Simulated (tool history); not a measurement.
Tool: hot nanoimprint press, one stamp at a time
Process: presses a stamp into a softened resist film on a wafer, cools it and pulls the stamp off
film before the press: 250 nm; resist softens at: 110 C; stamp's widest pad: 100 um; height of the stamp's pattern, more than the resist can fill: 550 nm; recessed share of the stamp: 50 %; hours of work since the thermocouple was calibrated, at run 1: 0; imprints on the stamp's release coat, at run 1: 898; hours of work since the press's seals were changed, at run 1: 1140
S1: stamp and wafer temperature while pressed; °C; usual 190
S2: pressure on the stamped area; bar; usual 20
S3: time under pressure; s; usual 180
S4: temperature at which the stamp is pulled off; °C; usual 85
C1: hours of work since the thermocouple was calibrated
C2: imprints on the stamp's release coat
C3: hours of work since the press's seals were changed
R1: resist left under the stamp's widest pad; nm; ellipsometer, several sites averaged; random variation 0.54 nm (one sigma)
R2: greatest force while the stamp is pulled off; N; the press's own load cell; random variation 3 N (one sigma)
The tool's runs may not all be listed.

Run 1, hour 0: usual settings; C1 0; C2 898; C3 1140. Result: R1 123.1 nm, R2 254 N.
At hour 12.2: stamp cleaned and given a new release coat.
Run 2, hour 45: usual settings; C1 30; C2 149; C3 1170. Result: R1 120.4 nm, R2 234 N.
Run 3, hour 69.4: usual settings but S4 92 °C; C1 49; C2 261; C3 1189. Result: R1 121 nm, R2 193 N.
Run 4, hour 95: usual settings but S4 92 °C; C1 69; C2 377; C3 1209. Result: R1 119.3 nm, R2 191 N.
Run 5, hour 138.7: usual settings but S4 78 °C; C1 103; C2 576; C3 1243. Result: R1 119.7 nm, R2 280 N.
Run 6, hour 174.2: usual settings but S1 202 °C, S2 25.4 bar, S3 336 s; C1 131; C2 738; C3 1271. Result: R1 48.1 nm, R2 245 N.

Run 7 comes next. What will it give?
Run 7, hour 199.2: usual settings but S2 31 bar, S3 115 s; C1 150; C2 852; C3 1290. Result: R1 ?, R2 ?.

R1: 118.4 nm
R2: 245 N
Without the tool's hidden state the same run would have given R1 113.2 nm, R2 224 N.

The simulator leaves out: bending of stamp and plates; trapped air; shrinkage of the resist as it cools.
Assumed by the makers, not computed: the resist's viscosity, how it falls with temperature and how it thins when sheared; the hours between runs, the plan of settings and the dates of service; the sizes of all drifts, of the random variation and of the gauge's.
